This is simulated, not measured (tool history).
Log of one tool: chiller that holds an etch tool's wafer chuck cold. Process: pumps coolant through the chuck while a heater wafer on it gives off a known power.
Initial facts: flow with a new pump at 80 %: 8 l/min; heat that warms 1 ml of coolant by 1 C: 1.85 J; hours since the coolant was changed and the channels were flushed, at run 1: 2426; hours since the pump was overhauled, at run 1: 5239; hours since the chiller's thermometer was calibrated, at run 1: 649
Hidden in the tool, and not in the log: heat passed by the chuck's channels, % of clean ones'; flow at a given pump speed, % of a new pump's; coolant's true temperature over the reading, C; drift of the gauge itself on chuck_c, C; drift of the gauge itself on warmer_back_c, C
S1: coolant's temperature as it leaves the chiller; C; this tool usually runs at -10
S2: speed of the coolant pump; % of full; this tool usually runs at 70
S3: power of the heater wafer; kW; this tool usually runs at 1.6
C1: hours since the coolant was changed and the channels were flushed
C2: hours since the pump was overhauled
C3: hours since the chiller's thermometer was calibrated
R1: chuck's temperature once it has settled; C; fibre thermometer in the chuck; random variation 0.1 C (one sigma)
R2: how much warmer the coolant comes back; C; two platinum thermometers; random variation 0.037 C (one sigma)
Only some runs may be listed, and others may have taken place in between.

Run 1, hour 0: usual settings; C1 2426; C2 5239; C3 649. Result: R1 7.1 C, R2 7.51 C.
Run 2, hour 125.6: usual settings but S1 -7 C; C1 2552; C2 5365; C3 774. Result: R1 10.3 C, R2 7.48 C.
Run 3, hour 200.2: usual settings but S1 -7 C; C1 2626; C2 5439; C3 849. Result: R1 9.9 C, R2 7.47 C.
Run 4, hour 260.6: usual settings; C1 2687; C2 5500; C3 909. Result: R1 7.4 C, R2 7.5 C.
Run 5, hour 364.1: usual settings; C1 2790; C2 5603; C3 1013. Result: R1 7 C, R2 7.55 C.
Run 6, hour 472.6: usual settings; C1 2899; C2 5712; C3 1121. Result: R1 7 C, R2 7.56 C.
Run 7, hour 525.7: usual settings but S3 1.677 kW; C1 2952; C2 5765; C3 1174. Result: R1 8 C, R2 7.87 C.
Run 8, hour 616.2: usual settings; C1 3042; C2 5855; C3 1265. Result: R1 7.1 C, R2 7.52 C.
Run 9, hour 712: usual settings but S1 -2 C; C1 3138; C2 5951; C3 1361. Result: R1 15.3 C, R2 7.52 C.
Run 10, hour 807.4: usual settings but S3 1.507 kW; C1 3234; C2 6047; C3 1456. Result: R1 6.3 C, R2 7.13 C.
Run 11, hour 920.1: usual settings but S3 1.507 kW; C1 3346; C2 6159; C3 1569. Result: R1 6.1 C, R2 7.07 C.
Run 12, hour 1019.5: usual settings but S3 1.507 kW; C1 3446; C2 6259; C3 1668. Result: R1 6 C, R2 7.09 C.
Run 13, hour 1103.9: usual settings but S3 1.507 kW; C1 3530; C2 6343; C3 1753. Result: R1 6.1 C, R2 7.08 C.
Run 14, hour 1209.5: usual settings but S1 -14 C, S2 74 % of full; C1 3636; C2 6449; C3 1858. Result: R1 2.2 C, R2 7.05 C.
Run 15, hour 1321.5: usual settings but S1 -14 C, S2 74 % of full, S3 1.077 kW; C1 3748; C2 6561; C3 1970. Result: R1 -3.1 C, R2 4.73 C.
Run 16, hour 1393.9: usual settings but S1 -16 C, S2 94 % of full; C1 3820; C2 6633; C3 2043. Result: R1 -2.8 C, R2 5.45 C.
Run 17, hour 1448.3: usual settings but S1 -15 C, S2 72 % of full, S3 1.097 kW; C1 3875; C2 6687; C3 2097. Result: R1 -3.5 C, R2 4.97 C.
Run 18, hour 1528.8: usual settings but S1 -15 C, S2 72 % of full, S3 1.097 kW; C1 3955; C2 6768; C3 2177. Result: R1 -3.5 C, R2 4.97 C.
Run 19, hour 1585.5: usual settings but S1 -15 C, S2 72 % of full, S3 1.097 kW; C1 4012; C2 6825; C3 2234. Result: R1 -3.5 C, R2 5 C.
Run 20, hour 1649.9: usual settings but S2 65 % of full, S3 0.96 kW; C1 4076; C2 6889; C3 2299. Result: R1 0.9 C, R2 4.88 C.
Run 21, hour 1712.6: usual settings but S1 -16 C, S2 86 % of full, S3 1.384 kW; C1 4139; C2 6952; C3 2361. Result: R1 -3.7 C, R2 5.2 C.

Alternative continuations, all from the tool just after run 21; predict every row:
Run A, hour 1796.3: usual settings but S1 -12 C, S2 74 % of full, S3 2.131 kW; C1 4223; C2 7035; C3 2445. Result: R1 ?, R2 ?.
Run B, hour 1796.3: usual settings but S2 88 % of full; C1 4223; C2 7035; C3 2445. Result: R1 ?, R2 ?.
Run C, hour 1796.3: usual settings but S1 -16 C, S2 86 % of full, S3 1.131 kW; C1 4223; C2 7035; C3 2445. Result: R1 ?, R2 ?.

run    R1    R2
  A   9.9  9.37
  B   4.1  5.88
  C  -5.9  4.25
Had the tool no hidden state, the same runs would have come out as:
run    R1    R2
  A   9.9  9.36
  B     4  5.87
  C  -5.9  4.25

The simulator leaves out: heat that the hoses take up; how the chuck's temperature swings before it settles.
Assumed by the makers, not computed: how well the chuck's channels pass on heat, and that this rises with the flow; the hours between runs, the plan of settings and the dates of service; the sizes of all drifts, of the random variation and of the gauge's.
